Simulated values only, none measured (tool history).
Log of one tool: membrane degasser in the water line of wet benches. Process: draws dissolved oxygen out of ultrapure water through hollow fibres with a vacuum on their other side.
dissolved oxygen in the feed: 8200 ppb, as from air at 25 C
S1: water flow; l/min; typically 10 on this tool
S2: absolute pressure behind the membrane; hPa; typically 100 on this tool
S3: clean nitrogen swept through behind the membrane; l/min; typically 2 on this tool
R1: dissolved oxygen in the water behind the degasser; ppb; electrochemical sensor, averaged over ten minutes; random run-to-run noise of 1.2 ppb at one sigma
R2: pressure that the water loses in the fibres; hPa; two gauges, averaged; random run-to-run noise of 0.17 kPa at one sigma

Run 1, hour 0: usual settings. Result: R1 141.4 ppb, R2 275.4 hPa.
Run 2, hour 117.8: usual settings. Result: R1 141.7 ppb, R2 277.3 hPa.
Run 3, hour 304.5: usual settings. Result: R1 141.5 ppb, R2 278.2 hPa.
Run 4, hour 467.2: usual settings. Result: R1 143.3 ppb, R2 276.8 hPa.
Run 5, hour 627.1: usual settings but S3 2.28 l/min. Result: R1 134.8 ppb, R2 281.8 hPa.
Run 6, hour 726.2: usual settings but S3 1.19 l/min. Result: R1 207.9 ppb, R2 282.8 hPa.
Run 7, hour 866.5: usual settings but S3 1.27 l/min. Result: R1 196.6 ppb, R2 279.9 hPa.
Run 8, hour 1063: usual settings but S3 1.27 l/min. Result: R1 197.1 ppb, R2 279.9 hPa.
Run 9, hour 1162.8: usual settings but S3 1.27 l/min. Result: R1 199.8 ppb, R2 284.1 hPa.
Run 10, hour 1283.5: usual settings but S3 1.27 l/min. Result: R1 203.9 ppb, R2 282 hPa.
Run 11, hour 1402.4: usual settings but S3 1.27 l/min. Result: R1 202.9 ppb, R2 282.3 hPa.
Run 12, hour 1510: usual settings but S3 1.27 l/min. Result: R1 202.4 ppb, R2 286.5 hPa.
At hour 1613.7: seals of the vacuum lines changed.
Run 13, hour 1654.1: usual settings but S3 1.27 l/min. Result: R1 191.1 ppb, R2 280.9 hPa.
Run 14, hour 1842.9: usual settings but S2 153 hPa. Result: R1 203.1 ppb, R2 280.2 hPa.

What will run 15 give?
Run 15, hour 1999.7: usual settings but S2 116 hPa. Result: R1 ?, R2 ?.

Run 15 yielded R1 158.3 ppb, R2 282.7 hPa.
Without the tool's hidden state the same run would have given R1 133.4 ppb, R2 266.5 hPa.

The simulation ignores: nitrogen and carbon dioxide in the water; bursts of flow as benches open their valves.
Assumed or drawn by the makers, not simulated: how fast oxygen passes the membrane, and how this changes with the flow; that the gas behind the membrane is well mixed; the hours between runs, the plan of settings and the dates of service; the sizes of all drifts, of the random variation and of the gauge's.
